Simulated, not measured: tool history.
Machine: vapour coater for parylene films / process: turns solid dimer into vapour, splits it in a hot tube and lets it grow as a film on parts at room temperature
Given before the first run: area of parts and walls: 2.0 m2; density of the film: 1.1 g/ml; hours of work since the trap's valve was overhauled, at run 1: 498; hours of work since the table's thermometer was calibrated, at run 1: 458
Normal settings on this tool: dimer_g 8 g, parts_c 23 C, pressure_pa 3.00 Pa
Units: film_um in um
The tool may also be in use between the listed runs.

run   hour  dimer_g  parts_c  pressure_pa  hours of work since the trap's valve was overhauled  hours of work since the table's thermometer was calibrated  film_um
  1    0.0        8       23         3.00                                                  498                                                         458    2.016
  2    9.2        8       19         3.00                                                  505                                                         466    2.334
  3   26.2        8       23         3.00                                                  519                                                         479    2.015
  4   37.1        8       23         3.00                                                  528                                                         488    2.012
  5   47.2        8       33         3.00                                                  536                                                         496    1.387
  6   59.5        8       33         3.00                                                  545                                                         505    1.383
  7   75.1        8       23         8.63                                                  558                                                         518    1.758
  8   91.0        8       29         3.00                                                  570                                                         531    1.617
  9  106.8        8       29         3.00                                                  583                                                         543    1.606
 10  121.2        7       23         3.00                                                  594                                                         554    1.758
 11  128.3        7       23         3.00                                                  600                                                         560    1.753
 12  138.7        8       16         3.00                                                  608                                                         568    2.620
 13  154.9        8       23         3.00                                                  621                                                         581    2.001

For run 14, what comes out?
 14  172.2        8       23         3.00                                                  635                                                         595        ?

Run 14 came out at film_um 2.014 um.
If the tool had no hidden condition, the same run with the same run-to-run variation would have returned film_um 2.015 um.

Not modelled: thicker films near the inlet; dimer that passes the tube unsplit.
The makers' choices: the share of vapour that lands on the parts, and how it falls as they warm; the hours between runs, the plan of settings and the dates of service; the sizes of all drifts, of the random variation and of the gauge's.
